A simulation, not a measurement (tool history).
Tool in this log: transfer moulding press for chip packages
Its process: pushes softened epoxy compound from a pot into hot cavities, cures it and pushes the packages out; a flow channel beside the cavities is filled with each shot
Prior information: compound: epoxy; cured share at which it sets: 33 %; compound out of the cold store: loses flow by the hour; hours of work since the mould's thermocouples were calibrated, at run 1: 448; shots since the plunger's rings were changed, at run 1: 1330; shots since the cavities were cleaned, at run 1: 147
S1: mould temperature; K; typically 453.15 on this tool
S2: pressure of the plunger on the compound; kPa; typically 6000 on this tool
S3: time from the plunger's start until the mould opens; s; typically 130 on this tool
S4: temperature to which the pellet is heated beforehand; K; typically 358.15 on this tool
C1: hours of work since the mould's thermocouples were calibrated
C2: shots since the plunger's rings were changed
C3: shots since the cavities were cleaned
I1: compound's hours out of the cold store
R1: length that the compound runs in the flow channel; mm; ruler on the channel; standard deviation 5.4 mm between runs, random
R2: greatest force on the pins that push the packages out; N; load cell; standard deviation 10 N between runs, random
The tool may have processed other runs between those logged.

{"run": 1, "hour": 0.0, "S1": 453.15, "S2": 6000, "S3": 130, "S4": 358.15, "C1": 448, "C2": 1330, "C3": 147, "I1": 42.4, "R1": 771, "R2": 543}
{"run": 2, "hour": 26.9, "S1": 453.15, "S2": 6000, "S3": 130, "S4": 358.15, "C1": 464, "C2": 1561, "C3": 378, "I1": 40.4, "R1": 772, "R2": 604}
{"run": 3, "hour": 70.3, "S1": 453.15, "S2": 6000, "S3": 130, "S4": 358.15, "C1": 490, "C2": 1932, "C3": 749, "I1": 35.4, "R1": 787, "R2": 688}
{"hour": 78.3, "done": "cavities cleaned with cleaning compound and waxed"}
{"run": 4, "hour": 111.2, "S1": 453.15, "S2": 6000, "S3": 130, "S4": 358.15, "C1": 514, "C2": 2270, "C3": 282, "I1": 33.4, "R1": 782, "R2": 575}
{"run": 5, "hour": 168.5, "S1": 453.15, "S2": 6920, "S3": 130, "S4": 358.15, "C1": 549, "C2": 2760, "C3": 772, "I1": 38.8, "R1": 815, "R2": 700}
{"hour": 174.3, "done": "cavities cleaned with cleaning compound and waxed"}
{"run": 6, "hour": 195.2, "S1": 453.15, "S2": 6920, "S3": 130, "S4": 358.15, "C1": 564, "C2": 2976, "C3": 179, "I1": 35.3, "R1": 821, "R2": 546}
{"hour": 216.2, "done": "plunger's sealing rings changed"}
{"run": 7, "hour": 250.4, "S1": 453.15, "S2": 4700, "S3": 130, "S4": 358.15, "C1": 596, "C2": 292, "C3": 630, "I1": 13.9, "R1": 799, "R2": 692}
{"hour": 271.8, "done": "cavities cleaned with cleaning compound and waxed"}
{"run": 8, "hour": 282.5, "S1": 453.15, "S2": 4700, "S3": 130, "S4": 358.15, "C1": 614, "C2": 555, "C3": 92, "I1": 44.4, "R1": 681, "R2": 500}
{"run": 9, "hour": 324.3, "S1": 453.15, "S2": 4700, "S3": 130, "S4": 358.15, "C1": 640, "C2": 913, "C3": 450, "I1": 18.3, "R1": 777, "R2": 634}
{"run": 10, "hour": 358.3, "S1": 453.15, "S2": 4700, "S3": 130, "S4": 358.15, "C1": 660, "C2": 1204, "C3": 741, "I1": 26.9, "R1": 730, "R2": 688}
{"hour": 366.8, "done": "cavities cleaned with cleaning compound and waxed"}
{"run": 11, "hour": 390.9, "S1": 445.15, "S2": 6000, "S3": 130, "S4": 358.15, "C1": 679, "C2": 1471, "C3": 207, "I1": 31.3, "R1": 839, "R2": 756}
{"run": 12, "hour": 447.6, "S1": 445.15, "S2": 6000, "S3": 130, "S4": 358.15, "C1": 713, "C2": 1956, "C3": 692, "I1": 8.7, "R1": 919, "R2": 1055}
{"hour": 461.1, "done": "cavities cleaned with cleaning compound and waxed"}
{"run": 13, "hour": 508.0, "S1": 453.15, "S2": 6100, "S3": 130, "S4": 358.15, "C1": 749, "C2": 2460, "C3": 402, "I1": 39.4, "R1": 759, "R2": 606}
{"hour": 549.0, "done": "mould's thermocouples calibrated"}
{"hour": 559.1, "done": "cavities cleaned with cleaning compound and waxed"}
{"run": 14, "hour": 569.8, "S1": 453.15, "S2": 6100, "S3": 130, "S4": 358.15, "C1": 12, "C2": 2960, "C3": 92, "I1": 46.0, "R1": 743, "R2": 522}
{"hour": 593.2, "done": "plunger's sealing rings changed"}
{"run": 15, "hour": 631.0, "S1": 453.15, "S2": 6100, "S3": 130, "S4": 358.15, "C1": 47, "C2": 323, "C3": 594, "I1": 47.0, "R1": 763, "R2": 678}
{"hour": 657.9, "done": "cavities cleaned with cleaning compound and waxed"}
{"run": 16, "hour": 682.1, "S1": 453.15, "S2": 5940, "S3": 147, "S4": 365.15, "C1": 77, "C2": 748, "C3": 207, "I1": 39.5, "R1": 785, "R2": 522}
{"run": 17, "hour": 738.2, "S1": 453.15, "S2": 5940, "S3": 147, "S4": 365.15, "C1": 111, "C2": 1229, "C3": 688, "I1": 44.7, "R1": 758, "R2": 652}
{"hour": 756.0, "done": "cavities cleaned with cleaning compound and waxed"}
{"run": 18, "hour": 777.8, "S1": 451.15, "S2": 7330, "S3": 130, "S4": 358.15, "C1": 134, "C2": 1555, "C3": 187, "I1": 9.7, "R1": 999, "R2": 598}
{"run": 19, "hour": 818.9, "S1": 461.15, "S2": 6000, "S3": 129, "S4": 358.15, "C1": 159, "C2": 1907, "C3": 539, "I1": 20.2, "R1": 821, "R2": 570}
{"hour": 851.4, "done": "cavities cleaned with cleaning compound and waxed"}
{"run": 20, "hour": 873.9, "S1": 449.15, "S2": 6000, "S3": 126, "S4": 356.15, "C1": 191, "C2": 2366, "C3": 194, "I1": 36.8, "R1": 777, "R2": 670}
{"run": 21, "hour": 920.4, "S1": 459.15, "S2": 5510, "S3": 151, "S4": 353.15, "C1": 219, "C2": 2764, "C3": 592, "I1": 18.3, "R1": 792, "R2": 613}
{"hour": 947.7, "done": "cavities cleaned with cleaning compound and waxed"}
{"hour": 969.8, "done": "plunger's sealing rings changed"}
{"run": 22, "hour": 978.0, "S1": 453.15, "S2": 6000, "S3": 124, "S4": 355.15, "C1": 252, "C2": 70, "C3": 239, "I1": 44.2, "R1": 773, "R2": 587}
{"run": 23, "hour": 1025.3, "S1": 448.15, "S2": 6000, "S3": 141, "S4": 352.15, "C1": 280, "C2": 475, "C3": 644, "I1": 10.0, "R1": 924, "R2": 775}
{"hour": 1046.6, "done": "cavities cleaned with cleaning compound and waxed"}
{"run": 24, "hour": 1059.6, "S1": 448.15, "S2": 6000, "S3": 110, "S4": 352.15, "C1": 300, "C2": 756, "C3": 112, "I1": 39.8, "R1": 796, "R2": 896}
{"run": 25, "hour": 1101.6, "S1": 445.15, "S2": 5030, "S3": 130, "S4": 355.15, "C1": 326, "C2": 1116, "C3": 472, "I1": 22.8, "R1": 806, "R2": 986}
{"hour": 1140.3, "done": "cavities cleaned with cleaning compound and waxed"}
{"run": 26, "hour": 1144.2, "S1": 445.15, "S2": 5030, "S3": 130, "S4": 355.15, "C1": 350, "C2": 1467, "C3": 33, "I1": 23.5, "R1": 799, "R2": 701}
{"run": 27, "hour": 1194.1, "S1": 445.15, "S2": 5030, "S3": 153, "S4": 367.15, "C1": 381, "C2": 1895, "C3": 461, "I1": 23.9, "R1": 789, "R2": 707}
{"run": 28, "hour": 1223.3, "S1": 452.15, "S2": 7430, "S3": 130, "S4": 349.15, "C1": 398, "C2": 2145, "C3": 711, "I1": 12.0, "R1": 984, "R2": 696}
{"hour": 1238.4, "done": "cavities cleaned with cleaning compound and waxed"}
{"run": 29, "hour": 1278.0, "S1": 452.15, "S2": 7430, "S3": 130, "S4": 349.15, "C1": 430, "C2": 2600, "C3": 339, "I1": 32.4, "R1": 871, "R2": 618}

Here are 3 independent what-if runs from the current tool condition. What would each one return?
{"run": "A", "hour": 1304.2, "S1": 453.15, "S2": 6000, "S3": 156, "S4": 358.15, "C1": 446, "C2": 2825, "C3": 564, "I1": 23.6, "R1": "?", "R2": "?"}
{"run": "B", "hour": 1304.2, "S1": 454.15, "S2": 6000, "S3": 130, "S4": 351.15, "C1": 446, "C2": 2825, "C3": 564, "I1": 28.7, "R1": "?", "R2": "?"}
{"run": "C", "hour": 1304.2, "S1": 449.15, "S2": 4700, "S3": 161, "S4": 349.15, "C1": 446, "C2": 2825, "C3": 564, "I1": 22.4, "R1": "?", "R2": "?"}

run=A R1=809 R2=611
run=B R1=787 R2=672
run=C R1=738 R2=621
The same runs, with their run-to-run variation unchanged, on a tool lacking any hidden condition would have given:
run=A R1=859 R2=432
run=B R1=836 R2=483
run=C R1=784 R2=444

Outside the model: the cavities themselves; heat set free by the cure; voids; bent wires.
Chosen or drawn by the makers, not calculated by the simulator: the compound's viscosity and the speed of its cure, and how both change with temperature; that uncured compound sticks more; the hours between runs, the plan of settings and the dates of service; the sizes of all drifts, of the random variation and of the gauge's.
